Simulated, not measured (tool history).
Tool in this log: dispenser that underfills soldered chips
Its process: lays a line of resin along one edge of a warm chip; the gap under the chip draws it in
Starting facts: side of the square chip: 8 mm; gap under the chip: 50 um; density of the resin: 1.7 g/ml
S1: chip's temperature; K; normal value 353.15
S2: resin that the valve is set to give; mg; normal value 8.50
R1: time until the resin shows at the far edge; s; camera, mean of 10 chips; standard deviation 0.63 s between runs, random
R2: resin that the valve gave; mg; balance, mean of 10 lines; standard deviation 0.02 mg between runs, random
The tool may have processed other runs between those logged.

{"run": 1, "hour": 0.0, "S1": 353.15, "S2": 8.5, "R1": 64.6, "R2": 8.21}
{"run": 2, "hour": 4.9, "S1": 353.15, "S2": 8.5, "R1": 77.3, "R2": 8.23}
{"hour": 7.1, "done": "new syringe of resin"}
{"run": 3, "hour": 8.5, "S1": 353.15, "S2": 8.5, "R1": 58.3, "R2": 8.17}
{"run": 4, "hour": 14.7, "S1": 353.15, "S2": 8.5, "R1": 76.7, "R2": 8.18}
{"hour": 17.1, "done": "dispensing valve cleaned and set on the balance"}
{"hour": 18.6, "done": "new syringe of resin"}
{"run": 5, "hour": 22.4, "S1": 353.15, "S2": 8.5, "R1": 64.7, "R2": 8.53}
{"run": 6, "hour": 28.5, "S1": 340.15, "S2": 8.5, "R1": 146.3, "R2": 8.48}
{"hour": 29.2, "done": "new syringe of resin"}
{"run": 7, "hour": 34.7, "S1": 340.15, "S2": 8.5, "R1": 125.4, "R2": 8.5}
{"run": 8, "hour": 38.3, "S1": 340.15, "S2": 8.5, "R1": 137.7, "R2": 8.46}
{"hour": 40.1, "done": "new syringe of resin"}
{"run": 9, "hour": 44.4, "S1": 340.15, "S2": 8.5, "R1": 118.5, "R2": 8.45}
{"run": 10, "hour": 49.6, "S1": 340.15, "S2": 8.5, "R1": 145.0, "R2": 8.44}
{"hour": 50.9, "done": "new syringe of resin"}
{"run": 11, "hour": 53.5, "S1": 362.15, "S2": 8.5, "R1": 43.9, "R2": 8.44}
{"run": 12, "hour": 57.6, "S1": 362.15, "S2": 8.5, "R1": 51.3, "R2": 8.38}
{"run": 13, "hour": 60.6, "S1": 364.15, "S2": 8.5, "R1": 52.4, "R2": 8.36}
{"hour": 61.2, "done": "new syringe of resin"}
{"run": 14, "hour": 64.6, "S1": 353.15, "S2": 8.5, "R1": 65.8, "R2": 8.39}
{"run": 15, "hour": 70.8, "S1": 358.15, "S2": 8.5, "R1": 67.6, "R2": 8.37}
{"hour": 71.9, "done": "new syringe of resin"}
{"run": 16, "hour": 77.6, "S1": 353.15, "S2": 8.5, "R1": 69.8, "R2": 8.36}
{"hour": 82.3, "done": "new syringe of resin"}
{"run": 17, "hour": 83.8, "S1": 353.15, "S2": 8.5, "R1": 62.5, "R2": 8.32}
{"run": 18, "hour": 89.2, "S1": 353.15, "S2": 8.5, "R1": 75.5, "R2": 8.29}
{"hour": 93.0, "done": "new syringe of resin"}
{"run": 19, "hour": 93.7, "S1": 359.15, "S2": 8.61, "R1": 46.1, "R2": 8.41}
{"run": 20, "hour": 99.2, "S1": 350.15, "S2": 7.91, "R1": 83.2, "R2": 7.69}
{"hour": 103.4, "done": "new syringe of resin"}
{"run": 21, "hour": 104.9, "S1": 340.15, "S2": 9.38, "R1": 102.7, "R2": 9.11}
{"run": 22, "hour": 111.3, "S1": 353.15, "S2": 7.58, "R1": 79.6, "R2": 7.34}
{"hour": 113.8, "done": "new syringe of resin"}
{"run": 23, "hour": 114.4, "S1": 366.15, "S2": 10.31, "R1": 33.9, "R2": 9.97}
{"run": 24, "hour": 118.4, "S1": 366.15, "S2": 10.31, "R1": 39.7, "R2": 9.95}
{"hour": 124.2, "done": "new syringe of resin"}
{"run": 25, "hour": 124.2, "S1": 340.15, "S2": 7.54, "R1": 102.0, "R2": 7.25}
{"run": 26, "hour": 130.7, "S1": 358.15, "S2": 9.16, "R1": 60.2, "R2": 8.81}
{"hour": 134.6, "done": "new syringe of resin"}
{"run": 27, "hour": 135.9, "S1": 364.15, "S2": 8.5, "R1": 39.3, "R2": 8.16}
{"hour": 138.6, "done": "dispensing valve cleaned and set on the balance"}
{"run": 28, "hour": 141.8, "S1": 351.15, "S2": 8.34, "R1": 80.1, "R2": 8.36}
{"hour": 146.0, "done": "new syringe of resin"}
{"run": 29, "hour": 147.1, "S1": 346.15, "S2": 8.87, "R1": 79.2, "R2": 8.83}
{"run": 30, "hour": 151.0, "S1": 361.15, "S2": 9.03, "R1": 50.3, "R2": 9.0}
{"hour": 156.7, "done": "new syringe of resin"}
{"run": 31, "hour": 157.0, "S1": 361.15, "S2": 9.91, "R1": 42.4, "R2": 9.87}
{"run": 32, "hour": 162.0, "S1": 353.15, "S2": 9.36, "R1": 70.1, "R2": 9.28}
{"run": 33, "hour": 165.1, "S1": 345.15, "S2": 8.96, "R1": 114.4, "R2": 8.87}
{"hour": 167.1, "done": "new syringe of resin"}
{"run": 34, "hour": 169.6, "S1": 361.15, "S2": 8.5, "R1": 46.1, "R2": 8.42}

3 ways to go on from here, each from the tool as it stands after run 34. What would each give?
{"run": "A", "hour": 174.2, "S1": 367.15, "S2": 8.5, "R1": "?", "R2": "?"}
{"run": "B", "hour": 174.2, "S1": 348.15, "S2": 10.1, "R1": "?", "R2": "?"}
{"run": "C", "hour": 174.2, "S1": 354.15, "S2": 9.73, "R1": "?", "R2": "?"}

run=A R1=44.0 R2=8.42
run=B R1=94.2 R2=9.96
run=C R1=71.7 R2=9.65
Had the tool no hidden state, the same runs would have come out as:
run=A R1=31.8 R2=8.51
run=B R1=67.9 R2=10.07
run=C R1=51.6 R2=9.76

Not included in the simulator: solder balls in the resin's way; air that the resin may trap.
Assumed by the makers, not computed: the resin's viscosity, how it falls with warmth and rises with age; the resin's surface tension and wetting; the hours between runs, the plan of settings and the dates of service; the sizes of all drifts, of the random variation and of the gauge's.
